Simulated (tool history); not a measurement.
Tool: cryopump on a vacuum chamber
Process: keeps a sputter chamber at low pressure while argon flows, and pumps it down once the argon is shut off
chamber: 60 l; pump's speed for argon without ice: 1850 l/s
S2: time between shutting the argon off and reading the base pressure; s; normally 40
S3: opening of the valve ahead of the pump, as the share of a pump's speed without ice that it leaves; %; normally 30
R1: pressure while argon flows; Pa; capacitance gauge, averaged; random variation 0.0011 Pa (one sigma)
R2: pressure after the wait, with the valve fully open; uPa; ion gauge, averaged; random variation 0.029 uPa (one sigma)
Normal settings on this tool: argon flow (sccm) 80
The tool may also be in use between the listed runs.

run 1 day=0.000 | argon_flow_(sccm)=80 S2=40 S3=30 | R1=0.2479 R2=1.64
run 2 day=1.288 | argon_flow_(sccm)=80 S2=40 S3=30 | R1=0.2466 R2=1.65
run 3 day=2.696 | argon_flow_(sccm)=80 S2=40 S3=30 | R1=0.2480 R2=1.66
run 4 day=4.075 | argon_flow_(sccm)=80 S2=40 S3=30 | R1=0.2491 R2=1.64
run 5 day=5.138 | argon_flow_(sccm)=80 S2=40 S3=53 | R1=0.1423 R2=1.67
run 6 day=6.812 | argon_flow_(sccm)=80 S2=40 S3=30 | R1=0.2485 R2=1.73
run 7 day=7.621 | argon_flow_(sccm)=80 S2=51 S3=30 | R1=0.2494 R2=1.40
run 8 day=9.396 | argon_flow_(sccm)=80 S2=51 S3=30 | R1=0.2501 R2=1.36
run 9 day=10.508 | argon_flow_(sccm)=119 S2=40 S3=30 | R1=0.3708 R2=1.76
run 10 day=11.821 | argon_flow_(sccm)=119 S2=40 S3=30 | R1=0.3702 R2=1.68
run 11 day=12.938 | argon_flow_(sccm)=119 S2=40 S3=30 | R1=0.3736 R2=1.70
run 12 day=14.692 | argon_flow_(sccm)=80 S2=221 S3=30 | R1=0.2490 R2=0.68
run 13 day=16.388 | argon_flow_(sccm)=80 S2=221 S3=30 | R1=0.2492 R2=0.70
run 14 day=17.658 | argon_flow_(sccm)=80 S2=221 S3=30 | R1=0.2492 R2=0.66
run 15 day=19.300 | argon_flow_(sccm)=80 S2=221 S3=30 | R1=0.2508 R2=0.68
run 16 day=20.154 | argon_flow_(sccm)=80 S2=221 S3=30 | R1=0.2522 R2=0.69
run 17 day=21.846 | argon_flow_(sccm)=80 S2=221 S3=30 | R1=0.2532 R2=0.65
run 18 day=22.746 | argon_flow_(sccm)=80 S2=40 S3=30 | R1=0.2514 R2=1.70
run 19 day=24.283 | argon_flow_(sccm)=80 S2=40 S3=30 | R1=0.2494 R2=1.74
run 20 day=25.429 | argon_flow_(sccm)=80 S2=40 S3=30 | R1=0.2489 R2=1.69
run 21 day=26.788 | argon_flow_(sccm)=57 S2=103 S3=30 | R1=0.1795 R2=0.95
run 22 day=28.317 | argon_flow_(sccm)=57 S2=103 S3=30 | R1=0.1799 R2=0.94
run 23 day=29.508 | argon_flow_(sccm)=57 S2=103 S3=30 | R1=0.1777 R2=1.00
run 24 day=30.304 | argon_flow_(sccm)=57 S2=103 S3=30 | R1=0.1790 R2=0.97
run 25 day=31.142 | argon_flow_(sccm)=35 S2=103 S3=30 | R1=0.1095 R2=0.94
run 26 day=32.208 | argon_flow_(sccm)=116 S2=264 S3=21 | R1=0.5215 R2=0.66
run 27 day=33.308 | argon_flow_(sccm)=116 S2=264 S3=21 | R1=0.5193 R2=0.70
run 28 day=34.771 | argon_flow_(sccm)=116 S2=264 S3=21 | R1=0.5208 R2=0.68
run 29 day=35.525 | argon_flow_(sccm)=116 S2=264 S3=21 | R1=0.5167 R2=0.70
run 30 day=36.308 | argon_flow_(sccm)=34 S2=87 S3=21 | R1=0.1524 R2=1.05
run 31 day=37.704 | argon_flow_(sccm)=80 S2=61 S3=33 | R1=0.2303 R2=1.34
run 32 day=38.758 | argon_flow_(sccm)=80 S2=61 S3=31 | R1=0.2451 R2=1.36
run 33 day=39.871 | argon_flow_(sccm)=33 S2=293 S3=20 | R1=0.1552 R2=0.65

Run 34 comes next. What will it give?
run 34 day=40.775 | argon_flow_(sccm)=67 S2=293 S3=20 | R1=? R2=?

Run 34 yielded R1 0.3168 Pa, R2 0.70 uPa.
Had the tool carried no hidden state, the very same run would have given R1 0.3075 Pa, R2 0.35 uPa.
